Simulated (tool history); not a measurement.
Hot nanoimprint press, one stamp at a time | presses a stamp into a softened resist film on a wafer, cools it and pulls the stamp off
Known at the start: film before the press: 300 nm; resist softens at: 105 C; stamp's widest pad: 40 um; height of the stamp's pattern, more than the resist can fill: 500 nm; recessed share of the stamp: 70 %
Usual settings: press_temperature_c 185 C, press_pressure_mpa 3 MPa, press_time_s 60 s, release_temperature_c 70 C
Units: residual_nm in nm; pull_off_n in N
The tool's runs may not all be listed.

run	hour	press_temperature_c	press_pressure_mpa	press_time_s	release_temperature_c	residual_nm	pull_off_n
1	0	185	3	60	70	150.7	226
2	17.2	185	3	60	70	152.9	231
3	30.8	185	3	35	70	178	235
4	47.6	185	3	60	58	150.5	301
5	68	185	3	60	58	153.2	309
6	89	191	3	97	68	114.4	251
7	100	193	3	45	68	141.5	247
8	111.5	193	3	45	68	141.9	254

Run 9 comes next. What will it give?
9	132.8	180	2.19	45	68	?	?

Run 9 gave residual_nm 209.6 nm, pull_off_n 257 N.
Without the tool's hidden state the same run would have given residual_nm 202.6 nm, pull_off_n 232 N.
